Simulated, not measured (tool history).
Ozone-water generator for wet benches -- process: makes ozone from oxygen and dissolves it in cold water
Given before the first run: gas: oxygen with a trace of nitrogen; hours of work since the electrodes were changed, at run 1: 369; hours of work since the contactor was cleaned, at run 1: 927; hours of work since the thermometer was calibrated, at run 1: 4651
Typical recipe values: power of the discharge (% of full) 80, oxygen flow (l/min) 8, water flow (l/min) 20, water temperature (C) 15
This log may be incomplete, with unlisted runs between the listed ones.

run	hour	power of the discharge (% of full)	oxygen flow (l/min)	water flow (l/min)	water temperature (C)	hours of work since the electrodes were changed	hours of work since the contactor was cleaned	hours of work since the thermometer was calibrated	dissolved ozone (ppm)	ozone in the gas ahead of the water (g/m3)
1	0	80	8	20	15	369	927	4651	32.6	229.7
2	37	80	8	20	15	401	958	4682	32.3	229
3	64.9	80	8	20	15	424	982	4706	32.2	230
4	112.7	80	8	20	15	465	1023	4746	32.5	229.1
5	165.1	80	8	20	15	509	1067	4791	32.4	230.3
6	213.6	48	8	20	15	551	1109	4832	20.9	150.7
7	243.6	48	8	20	15	576	1134	4858	21.5	150
8	296	48	8	20	15	621	1179	4902	21.5	150.5
9	320.7	80	8	20	17	642	1200	4923	31.4	229.5
10	377.4	73	8	20	17	690	1248	4971	28.7	212.4
11	427.9	80	8	20	15	733	1291	5014	31.8	227.8
12	479.7	80	8	17	15	777	1335	5058	35.4	227.1
13	535.2	80	8	17	15	824	1382	5106	35.3	229.5
14	573.8	80	8	20	15	857	1415	5138	32.3	228.4
15	614.7	80	8	20	15	892	1450	5173	32.1	229.7
16	643.2	80	8	17	15	916	1474	5197	35.4	227.8
17	697.6	80	8	17	15	962	1520	5244	35.4	225.9
18	755.5	80	8	17	15	1011	1569	5293	34.8	226.4
19	792.6	80	8	17	15	1043	1601	5324	35.1	227

What does the tool deliver on the next run?
20	825	80	4.81	17	14	1070	1628	5352	?	?

dissolved ozone (ppm): 32.8
ozone in the gas ahead of the water (g/m3): 265.1
Had the tool carried no hidden state, the very same run would have given dissolved ozone (ppm) 34.2, ozone in the gas ahead of the water (g/m3) 271.6.
